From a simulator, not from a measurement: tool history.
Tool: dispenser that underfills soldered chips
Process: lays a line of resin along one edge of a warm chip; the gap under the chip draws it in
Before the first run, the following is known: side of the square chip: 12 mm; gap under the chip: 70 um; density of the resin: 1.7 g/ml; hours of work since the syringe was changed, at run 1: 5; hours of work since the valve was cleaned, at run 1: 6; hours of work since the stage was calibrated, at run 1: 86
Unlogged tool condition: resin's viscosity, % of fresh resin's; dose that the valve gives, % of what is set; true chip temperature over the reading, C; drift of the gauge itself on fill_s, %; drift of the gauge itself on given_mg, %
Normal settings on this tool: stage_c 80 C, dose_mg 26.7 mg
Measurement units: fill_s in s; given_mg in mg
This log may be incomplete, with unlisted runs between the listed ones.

run,hour,stage_c,dose_mg,hours of work since the syringe was changed,hours of work since the valve was cleaned,hours of work since the stage was calibrated,fill_s,given_mg
1,0.0,80,26.7,5,6,86,33.1,26.45
# hour 3.3: new syringe of resin
2,8.2,80,26.7,3,12,91,31.7,26.26
# hour 14.3: new syringe of resin
3,14.9,91,26.7,0,16,95,17.3,26.18
4,18.8,91,26.7,3,18,97,19.2,26.24
5,24.5,91,26.7,7,22,101,23.1,26.12
# hour 25.4: new syringe of resin
6,32.1,91,26.7,4,27,106,21.1,25.96
# hour 36.0: new syringe of resin
7,36.4,86,32.7,0,29,109,20.7,31.79
8,40.6,86,32.7,3,32,111,23.1,31.48
9,44.8,69,33.9,6,35,114,54.0,32.62
# hour 46.7: new syringe of resin
10,52.8,73,28.4,4,40,119,42.6,27.38
# hour 57.4: new syringe of resin
11,59.8,85,26.1,2,44,124,23.4,25.01
12,64.0,66,31.1,4,47,126,57.1,29.60

4 ways to go on from here, each from the tool as it stands after run 12. What would each give?
# hour 68.1: new syringe of resin
A,71.1,93,29.9,2,52,131,?,?
# hour 68.1: new syringe of resin
B,71.1,80,26.5,2,52,131,?,?
# hour 68.1: new syringe of resin
C,71.1,84,32.5,2,52,131,?,?
# hour 68.1: new syringe of resin
D,71.1,82,28.7,2,52,131,?,?

run,fill_s,given_mg
A,17.3,28.60
B,29.4,25.15
C,24.4,30.78
D,25.6,27.18
Without the tool's unlogged condition, the same runs would have read:
run,fill_s,given_mg
A,15.6,30.12
B,26.4,26.48
C,22.1,32.42
D,23.0,28.62
